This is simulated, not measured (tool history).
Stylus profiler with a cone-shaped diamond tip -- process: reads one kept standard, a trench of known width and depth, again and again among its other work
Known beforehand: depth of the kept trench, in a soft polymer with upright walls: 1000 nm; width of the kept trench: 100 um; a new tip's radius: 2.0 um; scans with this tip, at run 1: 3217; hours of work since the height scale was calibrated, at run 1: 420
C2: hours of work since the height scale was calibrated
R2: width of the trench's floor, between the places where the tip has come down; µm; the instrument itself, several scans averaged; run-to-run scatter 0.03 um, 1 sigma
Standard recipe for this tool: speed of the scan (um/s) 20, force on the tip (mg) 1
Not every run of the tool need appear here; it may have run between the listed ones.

run 1 hour=0 | speed_of_the_scan_(um/s)=20 force_on_the_tip_(mg)=1 | scans_with_this_tip=3217 C2=420 | depth_of_the_trench_(Å)=10083.5 R2=96.46
run 2 hour=33.3 | speed_of_the_scan_(um/s)=20 force_on_the_tip_(mg)=1 | scans_with_this_tip=3389 C2=442 | depth_of_the_trench_(Å)=10079.7 R2=96.45
run 3 hour=52 | speed_of_the_scan_(um/s)=20 force_on_the_tip_(mg)=1 | scans_with_this_tip=3484 C2=455 | depth_of_the_trench_(Å)=10079.1 R2=96.4
run 4 hour=78.5 | speed_of_the_scan_(um/s)=20 force_on_the_tip_(mg)=1 | scans_with_this_tip=3620 C2=473 | depth_of_the_trench_(Å)=10080.6 R2=96.42
run 5 hour=114.3 | speed_of_the_scan_(um/s)=20 force_on_the_tip_(mg)=0.65 | scans_with_this_tip=3805 C2=497 | depth_of_the_trench_(Å)=10062.3 R2=96.4
run 6 hour=129 | speed_of_the_scan_(um/s)=20 force_on_the_tip_(mg)=1 | scans_with_this_tip=3880 C2=507 | depth_of_the_trench_(Å)=10079.2 R2=96.42
run 7 hour=155.1 | speed_of_the_scan_(um/s)=20 force_on_the_tip_(mg)=1 | scans_with_this_tip=4014 C2=524 | depth_of_the_trench_(Å)=10080.5 R2=96.41
run 8 hour=187.7 | speed_of_the_scan_(um/s)=20 force_on_the_tip_(mg)=1 | scans_with_this_tip=4182 C2=546 | depth_of_the_trench_(Å)=10081.4 R2=96.43
run 9 hour=215.2 | speed_of_the_scan_(um/s)=11 force_on_the_tip_(mg)=1 | scans_with_this_tip=4323 C2=565 | depth_of_the_trench_(Å)=10083.2 R2=96.45
run 10 hour=241.2 | speed_of_the_scan_(um/s)=11 force_on_the_tip_(mg)=1 | scans_with_this_tip=4457 C2=582 | depth_of_the_trench_(Å)=10082.6 R2=96.47
run 11 hour=262.2 | speed_of_the_scan_(um/s)=12 force_on_the_tip_(mg)=1 | scans_with_this_tip=4564 C2=596 | depth_of_the_trench_(Å)=10081.6 R2=96.48
run 12 hour=289.9 | speed_of_the_scan_(um/s)=12 force_on_the_tip_(mg)=1 | scans_with_this_tip=4707 C2=615 | depth_of_the_trench_(Å)=10082.5 R2=96.51
run 13 hour=325.7 | speed_of_the_scan_(um/s)=66 force_on_the_tip_(mg)=1 | scans_with_this_tip=4891 C2=639 | depth_of_the_trench_(Å)=10081.3 R2=96.22
run 14 hour=352.3 | speed_of_the_scan_(um/s)=66 force_on_the_tip_(mg)=1 | scans_with_this_tip=5028 C2=657 | depth_of_the_trench_(Å)=10080.9 R2=96.19
run 15 hour=376.9 | speed_of_the_scan_(um/s)=66 force_on_the_tip_(mg)=1 | scans_with_this_tip=5154 C2=673 | depth_of_the_trench_(Å)=10078.8 R2=96.25
run 16 hour=412.7 | speed_of_the_scan_(um/s)=7 force_on_the_tip_(mg)=2.28 | scans_with_this_tip=5338 C2=697 | depth_of_the_trench_(Å)=10144.4 R2=96.48
run 17 hour=440.6 | speed_of_the_scan_(um/s)=7 force_on_the_tip_(mg)=2.68 | scans_with_this_tip=5481 C2=716 | depth_of_the_trench_(Å)=10158.7 R2=96.53
run 18 hour=459.7 | speed_of_the_scan_(um/s)=47 force_on_the_tip_(mg)=0.64 | scans_with_this_tip=5580 C2=729 | depth_of_the_trench_(Å)=10059.2 R2=96.26
run 19 hour=495.5 | speed_of_the_scan_(um/s)=35 force_on_the_tip_(mg)=0.8 | scans_with_this_tip=5764 C2=753 | depth_of_the_trench_(Å)=10066.9 R2=96.33

Consider 5 possible next runs. They are alternatives, not a sequence: every one starts from the tool as it was left by run 19. What does each give?
run A hour=511.4 | speed_of_the_scan_(um/s)=13 force_on_the_tip_(mg)=2.25 | scans_with_this_tip=5845 C2=763 | depth_of_the_trench_(Å)=? R2=?
run B hour=511.4 | speed_of_the_scan_(um/s)=20 force_on_the_tip_(mg)=0.49 | scans_with_this_tip=5845 C2=763 | depth_of_the_trench_(Å)=? R2=?
run C hour=511.4 | speed_of_the_scan_(um/s)=35 force_on_the_tip_(mg)=0.97 | scans_with_this_tip=5845 C2=763 | depth_of_the_trench_(Å)=? R2=?
run D hour=511.4 | speed_of_the_scan_(um/s)=6 force_on_the_tip_(mg)=0.88 | scans_with_this_tip=5845 C2=763 | depth_of_the_trench_(Å)=? R2=?
run E hour=511.4 | speed_of_the_scan_(um/s)=73 force_on_the_tip_(mg)=0.59 | scans_with_this_tip=5845 C2=763 | depth_of_the_trench_(Å)=? R2=?

run=A depth_of_the_trench_(Å)=10139.4 R2=96.46
run=B depth_of_the_trench_(Å)=10051.2 R2=96.42
run=C depth_of_the_trench_(Å)=10079.1 R2=96.37
run=D depth_of_the_trench_(Å)=10076.8 R2=96.51
run=E depth_of_the_trench_(Å)=10056 R2=96.06
With the hidden condition removed and each run's random variation left untouched, the same runs would have given:
run=A depth_of_the_trench_(Å)=10139.4 R2=96.47
run=B depth_of_the_trench_(Å)=10051.3 R2=96.43
run=C depth_of_the_trench_(Å)=10079.1 R2=96.37
run=D depth_of_the_trench_(Å)=10076.9 R2=96.51
run=E depth_of_the_trench_(Å)=10056.1 R2=96.07
